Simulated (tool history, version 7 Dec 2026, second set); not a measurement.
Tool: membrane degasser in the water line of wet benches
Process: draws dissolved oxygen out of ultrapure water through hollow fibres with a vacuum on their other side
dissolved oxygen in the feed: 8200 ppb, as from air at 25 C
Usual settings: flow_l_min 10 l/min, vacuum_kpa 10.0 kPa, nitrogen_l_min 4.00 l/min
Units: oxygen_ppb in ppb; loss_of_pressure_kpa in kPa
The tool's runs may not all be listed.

run	hour	flow_l_min	vacuum_kpa	nitrogen_l_min	oxygen_ppb	loss_of_pressure_kpa
1	0.0	10	10.0	4.00	44.5	32.23
2	50.8	15	10.0	4.00	91.4	47.92
3	128.8	9	10.0	4.00	39.9	28.84
4	176.9	13	10.0	4.00	67.9	41.69
5	220.9	10	7.2	4.00	27.5	31.91
6	260.1	10	7.2	4.00	27.7	31.93
7	337.3	10	7.2	4.00	27.5	32.18
8	373.9	10	11.1	4.00	51.4	32.54
9	410.3	10	11.1	4.00	52.0	32.12
10	476.4	10	10.0	4.00	44.4	32.34
11	513.4	10	10.0	4.00	45.1	32.52
12	550.8	10	10.0	4.00	44.4	32.00
13	638.8	10	9.2	4.00	39.7	32.36
14	710.3	10	9.2	4.00	39.8	32.03
15	772.0	12	10.0	4.00	58.4	38.69
16	838.0	10	10.0	2.72	64.5	32.31
17	916.7	7	22.7	2.17	151.3	22.69
18	962.6	7	22.7	2.17	151.1	22.85
19	1001.2	7	10.8	7.52	17.9	22.62
20	1056.7	10	11.9	2.22	97.3	32.18
21	1132.0	10	11.9	2.22	97.0	32.47
22	1168.6	10	11.9	2.22	96.7	32.64
23	1225.9	10	11.9	2.22	97.7	32.28
24	1277.5	10	8.4	7.19	20.8	32.69
25	1363.1	15	8.4	2.11	118.5	48.58
26	1430.6	15	8.4	2.11	117.8	49.00
27	1479.7	6	10.0	4.00	25.6	19.51
28	1560.3	6	15.8	4.00	48.1	19.74
29	1624.1	15	10.0	4.00	91.5	49.22
30	1686.9	15	10.0	4.00	92.5	49.17
31	1772.3	6	9.2	2.26	39.7	19.47
32	1815.7	8	10.0	4.48	31.0	26.22

Some steps in loss_of_pressure_kpa between neighbouring runs. How much of each would the tool show without its hidden state too (settings, what came in, random variation), and how much is left for the hidden state, with any gauge scatter that isn't in both results?
The hidden state here: membrane still open, %; true pressure behind the membrane over the reading, kPa; air that leaks in behind the membrane, l/min; drift of the gauge itself on oxygen_ppb, %; drift of the gauge itself on loss_of_pressure_kpa, %.
Run 26 -> 27: flow_l_min 15 -> 6, vacuum_kpa 8.4 -> 10.0, nitrogen_l_min 2.11 -> 4.00. loss_of_pressure_kpa -29.49 kPa: hidden state -0.48, all else -29.01.
Run 28 -> 29: flow_l_min 6 -> 15, vacuum_kpa 15.8 -> 10.0. loss_of_pressure_kpa +29.48 kPa: hidden state +0.56, all else +28.92.
Run 30 -> 31: flow_l_min 15 -> 6, vacuum_kpa 10.0 -> 9.2, nitrogen_l_min 4.00 -> 2.26. loss_of_pressure_kpa -29.70 kPa: hidden state -0.56, all else -29.14.
